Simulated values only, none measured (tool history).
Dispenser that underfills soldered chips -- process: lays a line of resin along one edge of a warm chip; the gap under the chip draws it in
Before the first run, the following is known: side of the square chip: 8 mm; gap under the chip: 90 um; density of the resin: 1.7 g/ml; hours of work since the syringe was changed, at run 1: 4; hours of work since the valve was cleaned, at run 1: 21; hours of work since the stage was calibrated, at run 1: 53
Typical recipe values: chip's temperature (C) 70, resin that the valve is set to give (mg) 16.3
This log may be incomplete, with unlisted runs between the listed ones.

run  hour  chip's temperature (C)  resin that the valve is set to give (mg)  hours of work since the syringe was changed  hours of work since the valve was cleaned  hours of work since the stage was calibrated  time until the resin shows at the far edge (s)  resin that the valve gave (mg)
  1     0                      70                                      16.3                                            4                                         21                                            53                                            72.2                           15.96
  2   2.3                      70                                      16.3                                            6                                         22                                            55                                            79.5                           16.14
  3   5.8                      70                                      16.3                                            8                                         25                                            57                                            89.9                           15.97
  4  10.1                      70                                      16.3                                           11                                         27                                            60                                           108.4                           16.02
     10.8  -- new syringe of resin
  5  14.4                      62                                      16.3                                            2                                         30                                            63                                            92.1                           15.94
  6  17.1                      79                                      16.3                                            4                                         32                                            64                                            48.2                           16.09
  7  19.5                      79                                      16.3                                            6                                         34                                            66                                            53.8                           15.97
  8    24                      70                                      16.3                                            9                                         37                                            69                                            95.8                           15.85
     28.2  -- new syringe of resin
  9  28.6                      70                                      16.3                                            0                                         39                                            72                                            56.3                           15.93
 10  31.1                      75                                      16.7                                            2                                         41                                            74                                            50.6                           16.24
 11    36                      70                                      14.4                                            5                                         44                                            77                                            77.4                           13.99

Run 12 comes next. What will it give?
 12  39.4                      61                                      14.6                                            7                                         47                                            79                                               ?                               ?

Run 12 yielded time until the resin shows at the far edge (s) 137.1, resin that the valve gave (mg) 14.16.
On a tool with no hidden condition, and with the same random variation, this run would have come out at time until the resin shows at the far edge (s) 85.1, resin that the valve gave (mg) 14.59.
